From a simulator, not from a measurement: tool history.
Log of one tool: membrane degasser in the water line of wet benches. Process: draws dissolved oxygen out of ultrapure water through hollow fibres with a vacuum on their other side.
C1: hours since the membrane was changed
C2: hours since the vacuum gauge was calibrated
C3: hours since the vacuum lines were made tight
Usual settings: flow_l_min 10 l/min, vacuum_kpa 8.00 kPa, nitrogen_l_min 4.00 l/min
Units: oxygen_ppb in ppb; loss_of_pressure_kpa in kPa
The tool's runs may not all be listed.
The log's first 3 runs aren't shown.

run 4 day=15.308 | flow_l_min=10 vacuum_kpa=8.00 nitrogen_l_min=4.00 | C1=4227 C2=1674 C3=3667 | oxygen_ppb=40.7 loss_of_pressure_kpa=53.06
run 5 day=19.404 | flow_l_min=10 vacuum_kpa=8.00 nitrogen_l_min=4.00 | C1=4325 C2=1773 C3=3765 | oxygen_ppb=41.3 loss_of_pressure_kpa=52.97
run 6 day=25.904 | flow_l_min=10 vacuum_kpa=8.00 nitrogen_l_min=4.00 | C1=4481 C2=1929 C3=3921 | oxygen_ppb=42.1 loss_of_pressure_kpa=53.42
run 7 day=30.708 | flow_l_min=10 vacuum_kpa=8.00 nitrogen_l_min=7.02 | C1=4597 C2=2044 C3=4036 | oxygen_ppb=29.2 loss_of_pressure_kpa=53.06
run 8 day=38.233 | flow_l_min=10 vacuum_kpa=8.00 nitrogen_l_min=7.02 | C1=4777 C2=2224 C3=4217 | oxygen_ppb=29.6 loss_of_pressure_kpa=53.23
run 9 day=45.492 | flow_l_min=10 vacuum_kpa=8.00 nitrogen_l_min=7.02 | C1=4952 C2=2399 C3=4391 | oxygen_ppb=28.8 loss_of_pressure_kpa=53.07
-- day=48.883 seals of the vacuum lines changed
run 10 day=49.262 | flow_l_min=10 vacuum_kpa=8.00 nitrogen_l_min=4.00 | C1=5040 C2=2487 C3=9 | oxygen_ppb=41.7 loss_of_pressure_kpa=53.41
run 11 day=55.004 | flow_l_min=10 vacuum_kpa=8.00 nitrogen_l_min=4.00 | C1=5178 C2=2625 C3=147 | oxygen_ppb=42.5 loss_of_pressure_kpa=53.62
run 12 day=61.088 | flow_l_min=10 vacuum_kpa=15.39 nitrogen_l_min=4.00 | C1=5324 C2=2771 C3=293 | oxygen_ppb=86.5 loss_of_pressure_kpa=53.37
run 13 day=64.704 | flow_l_min=10 vacuum_kpa=15.39 nitrogen_l_min=4.00 | C1=5411 C2=2858 C3=380 | oxygen_ppb=86.0 loss_of_pressure_kpa=53.59
run 14 day=68.442 | flow_l_min=10 vacuum_kpa=15.39 nitrogen_l_min=2.02 | C1=5500 C2=2947 C3=469 | oxygen_ppb=155.4 loss_of_pressure_kpa=53.54
run 15 day=73.254 | flow_l_min=10 vacuum_kpa=15.39 nitrogen_l_min=2.02 | C1=5616 C2=3063 C3=585 | oxygen_ppb=156.5 loss_of_pressure_kpa=53.64
run 16 day=77.925 | flow_l_min=9 vacuum_kpa=15.39 nitrogen_l_min=2.02 | C1=5728 C2=3175 C3=697 | oxygen_ppb=140.6 loss_of_pressure_kpa=48.22
run 17 day=81.633 | flow_l_min=10 vacuum_kpa=8.00 nitrogen_l_min=4.00 | C1=5817 C2=3264 C3=786 | oxygen_ppb=41.6 loss_of_pressure_kpa=53.81
run 18 day=87.392 | flow_l_min=10 vacuum_kpa=8.00 nitrogen_l_min=4.00 | C1=5955 C2=3402 C3=924 | oxygen_ppb=41.5 loss_of_pressure_kpa=53.23
run 19 day=92.433 | flow_l_min=16 vacuum_kpa=6.42 nitrogen_l_min=4.00 | C1=6076 C2=3523 C3=1045 | oxygen_ppb=71.4 loss_of_pressure_kpa=85.72
run 20 day=98.904 | flow_l_min=16 vacuum_kpa=6.42 nitrogen_l_min=4.00 | C1=6231 C2=3679 C3=1201 | oxygen_ppb=73.8 loss_of_pressure_kpa=86.04
run 21 day=102.696 | flow_l_min=7 vacuum_kpa=8.73 nitrogen_l_min=11.65 | C1=6322 C2=3770 C3=1292 | oxygen_ppb=12.6 loss_of_pressure_kpa=37.94
run 22 day=109.125 | flow_l_min=7 vacuum_kpa=8.73 nitrogen_l_min=11.65 | C1=6477 C2=3924 C3=1446 | oxygen_ppb=11.8 loss_of_pressure_kpa=38.11
run 23 day=114.596 | flow_l_min=10 vacuum_kpa=8.73 nitrogen_l_min=9.61 | C1=6608 C2=4055 C3=1577 | oxygen_ppb=26.0 loss_of_pressure_kpa=54.29
run 24 day=120.112 | flow_l_min=10 vacuum_kpa=8.73 nitrogen_l_min=9.61 | C1=6740 C2=4188 C3=1710 | oxygen_ppb=26.3 loss_of_pressure_kpa=54.26
run 25 day=125.946 | flow_l_min=9 vacuum_kpa=10.04 nitrogen_l_min=2.56 | C1=6880 C2=4327 C3=1850 | oxygen_ppb=67.9 loss_of_pressure_kpa=48.69

The next listed run, before its measurement:
run 26 day=130.250 | flow_l_min=8 vacuum_kpa=9.44 nitrogen_l_min=4.00 | C1=6984 C2=4431 C3=1953 | oxygen_ppb=? loss_of_pressure_kpa=?

Run 26 gave oxygen_ppb 37.3 ppb, loss_of_pressure_kpa 43.03 kPa.
Without the tool's hidden state the same run would have given oxygen_ppb 37.2 ppb, loss_of_pressure_kpa 42.09 kPa.
